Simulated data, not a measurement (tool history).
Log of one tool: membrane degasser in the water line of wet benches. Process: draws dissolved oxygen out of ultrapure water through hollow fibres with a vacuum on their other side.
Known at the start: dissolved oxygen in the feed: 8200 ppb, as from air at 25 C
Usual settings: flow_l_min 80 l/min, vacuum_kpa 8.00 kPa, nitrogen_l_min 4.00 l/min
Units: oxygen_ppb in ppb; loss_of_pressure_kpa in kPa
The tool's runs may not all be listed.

run,hour,flow_l_min,vacuum_kpa,nitrogen_l_min,oxygen_ppb,loss_of_pressure_kpa
1,0.0,80,8.00,4.00,331.8,33.17
2,33.5,121,8.00,4.00,577.2,49.69
3,79.0,69,8.00,4.00,269.7,28.39
4,102.8,69,8.00,4.00,270.2,28.47
5,136.0,69,8.00,4.00,271.5,28.50
6,184.0,80,5.85,4.00,244.5,33.06
7,219.1,80,5.85,4.00,246.8,33.04
8,249.4,80,5.85,2.97,281.9,33.10
9,293.5,80,11.33,2.97,580.3,33.12

Forecast run 10:
# hour 301.4: vacuum gauge calibrated
10,343.6,89,7.84,2.97,?,?

{"run 10": {"oxygen_ppb": 426.1, "loss_of_pressure_kpa": 36.75}}
Without the tool's hidden state the same run would have given oxygen_ppb 419.4 ppb, loss_of_pressure_kpa 36.39 kPa.
